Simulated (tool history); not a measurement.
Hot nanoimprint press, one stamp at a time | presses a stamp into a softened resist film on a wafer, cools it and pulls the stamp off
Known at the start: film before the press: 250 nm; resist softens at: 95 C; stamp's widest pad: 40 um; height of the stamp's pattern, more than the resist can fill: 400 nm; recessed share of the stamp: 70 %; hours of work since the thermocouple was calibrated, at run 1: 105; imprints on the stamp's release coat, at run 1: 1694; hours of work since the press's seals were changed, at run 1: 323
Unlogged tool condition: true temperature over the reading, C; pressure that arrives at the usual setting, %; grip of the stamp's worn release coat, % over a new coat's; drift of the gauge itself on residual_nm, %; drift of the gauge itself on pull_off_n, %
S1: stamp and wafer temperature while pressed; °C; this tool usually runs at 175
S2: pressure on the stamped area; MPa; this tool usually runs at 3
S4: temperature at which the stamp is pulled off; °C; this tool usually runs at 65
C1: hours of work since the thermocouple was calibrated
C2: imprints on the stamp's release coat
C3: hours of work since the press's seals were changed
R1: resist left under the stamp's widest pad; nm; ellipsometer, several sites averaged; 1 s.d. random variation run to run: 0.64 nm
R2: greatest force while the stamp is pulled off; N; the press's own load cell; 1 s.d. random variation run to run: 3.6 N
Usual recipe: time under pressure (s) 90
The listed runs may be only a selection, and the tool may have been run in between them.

{"run": 1, "hour": 0.0, "S1": 175, "S2": 3, "time under pressure (s)": 90, "S4": 65, "C1": 105, "C2": 1694, "C3": 323, "R1": 99.6, "R2": 291}
{"run": 2, "hour": 23.3, "S1": 175, "S2": 3, "time under pressure (s)": 90, "S4": 65, "C1": 121, "C2": 1814, "C3": 338, "R1": 99.6, "R2": 302}
{"run": 3, "hour": 46.9, "S1": 175, "S2": 3, "time under pressure (s)": 90, "S4": 65, "C1": 137, "C2": 1935, "C3": 354, "R1": 99.2, "R2": 311}
{"run": 4, "hour": 71.4, "S1": 175, "S2": 3, "time under pressure (s)": 90, "S4": 65, "C1": 153, "C2": 2061, "C3": 371, "R1": 100, "R2": 311}
{"run": 5, "hour": 90.1, "S1": 175, "S2": 3, "time under pressure (s)": 90, "S4": 65, "C1": 166, "C2": 2157, "C3": 384, "R1": 100.1, "R2": 326}
{"run": 6, "hour": 104.0, "S1": 175, "S2": 3, "time under pressure (s)": 90, "S4": 67, "C1": 175, "C2": 2228, "C3": 393, "R1": 98.7, "R2": 313}
{"run": 7, "hour": 119.5, "S1": 175, "S2": 3, "time under pressure (s)": 99, "S4": 65, "C1": 186, "C2": 2308, "C3": 403, "R1": 95, "R2": 333}
{"hour": 145.7, "done": "stamp cleaned and given a new release coat"}
{"run": 8, "hour": 148.0, "S1": 175, "S2": 3, "time under pressure (s)": 99, "S4": 65, "C1": 201, "C2": 12, "C3": 419, "R1": 94.6, "R2": 165}
{"run": 9, "hour": 160.9, "S1": 175, "S2": 3, "time under pressure (s)": 99, "S4": 65, "C1": 209, "C2": 78, "C3": 427, "R1": 95.9, "R2": 171}
{"run": 10, "hour": 185.8, "S1": 166, "S2": 3, "time under pressure (s)": 90, "S4": 65, "C1": 226, "C2": 206, "C3": 444, "R1": 138.8, "R2": 180}
{"run": 11, "hour": 211.2, "S1": 178, "S2": 3, "time under pressure (s)": 90, "S4": 65, "C1": 243, "C2": 336, "C3": 461, "R1": 88.8, "R2": 197}
{"run": 12, "hour": 230.5, "S1": 172, "S2": 3, "time under pressure (s)": 90, "S4": 65, "C1": 257, "C2": 435, "C3": 474, "R1": 108.5, "R2": 193}
{"run": 13, "hour": 247.0, "S1": 175, "S2": 3, "time under pressure (s)": 90, "S4": 65, "C1": 268, "C2": 520, "C3": 486, "R1": 97.7, "R2": 205}
{"run": 14, "hour": 270.4, "S1": 175, "S2": 3, "time under pressure (s)": 90, "S4": 65, "C1": 284, "C2": 641, "C3": 501, "R1": 97, "R2": 205}
{"run": 15, "hour": 290.7, "S1": 175, "S2": 3, "time under pressure (s)": 90, "S4": 65, "C1": 297, "C2": 744, "C3": 515, "R1": 97.2, "R2": 212}
{"run": 16, "hour": 308.0, "S1": 182, "S2": 3.95, "time under pressure (s)": 154, "S4": 59, "C1": 309, "C2": 833, "C3": 527, "R1": 52.1, "R2": 249}
{"run": 17, "hour": 327.2, "S1": 182, "S2": 3.95, "time under pressure (s)": 154, "S4": 59, "C1": 322, "C2": 932, "C3": 540, "R1": 52.5, "R2": 257}
{"run": 18, "hour": 354.6, "S1": 167, "S2": 3.95, "time under pressure (s)": 154, "S4": 66, "C1": 340, "C2": 1073, "C3": 558, "R1": 94.8, "R2": 239}
{"run": 19, "hour": 368.3, "S1": 167, "S2": 3.95, "time under pressure (s)": 154, "S4": 66, "C1": 350, "C2": 1143, "C3": 568, "R1": 94.5, "R2": 240}
{"run": 20, "hour": 384.2, "S1": 167, "S2": 3.95, "time under pressure (s)": 154, "S4": 66, "C1": 360, "C2": 1225, "C3": 578, "R1": 94.4, "R2": 242}
{"hour": 388.4, "done": "plate thermocouple calibrated"}
{"run": 21, "hour": 399.2, "S1": 167, "S2": 3.95, "time under pressure (s)": 147, "S4": 66, "C1": 7, "C2": 1286, "C3": 586, "R1": 93, "R2": 255}
{"run": 22, "hour": 420.8, "S1": 185, "S2": 3, "time under pressure (s)": 62, "S4": 63, "C1": 22, "C2": 1398, "C3": 601, "R1": 74.6, "R2": 263}
{"run": 23, "hour": 434.9, "S1": 175, "S2": 3.97, "time under pressure (s)": 90, "S4": 65, "C1": 31, "C2": 1470, "C3": 611, "R1": 79.7, "R2": 268}
{"run": 24, "hour": 456.8, "S1": 185, "S2": 4.57, "time under pressure (s)": 101, "S4": 51, "C1": 46, "C2": 1582, "C3": 625, "R1": 49.6, "R2": 352}
{"run": 25, "hour": 469.0, "S1": 185, "S2": 4.57, "time under pressure (s)": 101, "S4": 66, "C1": 54, "C2": 1645, "C3": 634, "R1": 48, "R2": 285}
{"run": 26, "hour": 496.1, "S1": 185, "S2": 4.57, "time under pressure (s)": 101, "S4": 66, "C1": 73, "C2": 1784, "C3": 652, "R1": 48, "R2": 285}
{"run": 27, "hour": 519.2, "S1": 168, "S2": 2.96, "time under pressure (s)": 75, "S4": 73, "C1": 88, "C2": 1903, "C3": 667, "R1": 130, "R2": 253}
{"hour": 524.4, "done": "plate thermocouple calibrated, once more"}
{"run": 28, "hour": 536.6, "S1": 168, "S2": 2.96, "time under pressure (s)": 75, "S4": 73, "C1": 8, "C2": 1977, "C3": 677, "R1": 144.2, "R2": 274}
{"run": 29, "hour": 549.1, "S1": 168, "S2": 2.96, "time under pressure (s)": 75, "S4": 73, "C1": 17, "C2": 2041, "C3": 686, "R1": 143.2, "R2": 279}
{"run": 30, "hour": 573.8, "S1": 180, "S2": 1.94, "time under pressure (s)": 89, "S4": 65, "C1": 33, "C2": 2168, "C3": 702, "R1": 108.4, "R2": 328}

Here are 4 independent what-if runs from the current tool condition. What would each one return?
{"run": "A", "hour": 597.1, "S1": 181, "S2": 3, "time under pressure (s)": 90, "S4": 65, "C1": 49, "C2": 2288, "C3": 718, "R1": "?", "R2": "?"}
{"run": "B", "hour": 597.1, "S1": 180, "S2": 1.94, "time under pressure (s)": 130, "S4": 65, "C1": 49, "C2": 2288, "C3": 718, "R1": "?", "R2": "?"}
{"run": "C", "hour": 597.1, "S1": 181, "S2": 3, "time under pressure (s)": 90, "S4": 65, "C1": 49, "C2": 2288, "C3": 718, "R1": "?", "R2": "?"}
{"run": "D", "hour": 597.1, "S1": 186, "S2": 4.6, "time under pressure (s)": 63, "S4": 65, "C1": 49, "C2": 2288, "C3": 718, "R1": "?", "R2": "?"}

run=A R1=81.9 R2=357
run=B R1=94.1 R2=347
run=C R1=82.3 R2=345
run=D R1=62.1 R2=347
Without the tool's hidden state the same runs would have given:
run=A R1=81.3 R2=176
run=B R1=94.1 R2=171
run=C R1=81.8 R2=169
run=D R1=61 R2=171

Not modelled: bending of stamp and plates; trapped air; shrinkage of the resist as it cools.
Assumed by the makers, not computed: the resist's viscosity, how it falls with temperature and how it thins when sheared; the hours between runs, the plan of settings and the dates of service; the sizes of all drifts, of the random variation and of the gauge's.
